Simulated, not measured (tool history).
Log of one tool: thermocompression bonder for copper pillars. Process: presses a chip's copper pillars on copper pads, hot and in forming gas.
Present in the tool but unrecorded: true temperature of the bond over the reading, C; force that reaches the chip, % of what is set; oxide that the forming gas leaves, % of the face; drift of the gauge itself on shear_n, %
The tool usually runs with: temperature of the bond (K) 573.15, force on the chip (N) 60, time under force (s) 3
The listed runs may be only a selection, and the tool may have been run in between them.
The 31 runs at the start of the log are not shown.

run	hour	temperature of the bond (K)	force on the chip (N)	time under force (s)	hours of work since the heater was calibrated	hours of work since the force cell was calibrated	hours of work since the gas filter was changed	force that shears a chip off (N)
32	1149.6	571.15	83	2	1474	488	56	44.5
33	1175.2	573.15	47	3	1488	501	70	32.9
34	1207.8	573.15	51	3	1505	519	87	35.5
35	1254.4	574.15	60	3	1529	543	111	40.8
36	1284.6	574.15	60	3	1545	559	127	40.7
# hour 1301.2: forming gas filter changed
37	1322.8	547.15	40	2	1565	579	11	18.2
38	1366.7	547.15	40	2	1588	602	34	18.1
39	1386.9	573.15	60	8	1598	612	45	57.9

Forecast each of these 5 alternatives for the next run:
A	1412.5	580.15	37	3	1612	626	58	?
B	1412.5	573.15	60	2	1612	626	58	?
C	1412.5	563.15	45	3	1612	626	58	?
D	1412.5	555.15	47	3	1612	626	58	?
E	1412.5	586.15	63	2	1612	626	58	?

run	force that shears a chip off (N)
A	28.3
B	35.0
C	29.0
D	27.5
E	40.5
With no hidden state in the tool, these same runs would have given:
run	force that shears a chip off (N)
A	28.3
B	35.0
C	28.9
D	27.5
E	40.5
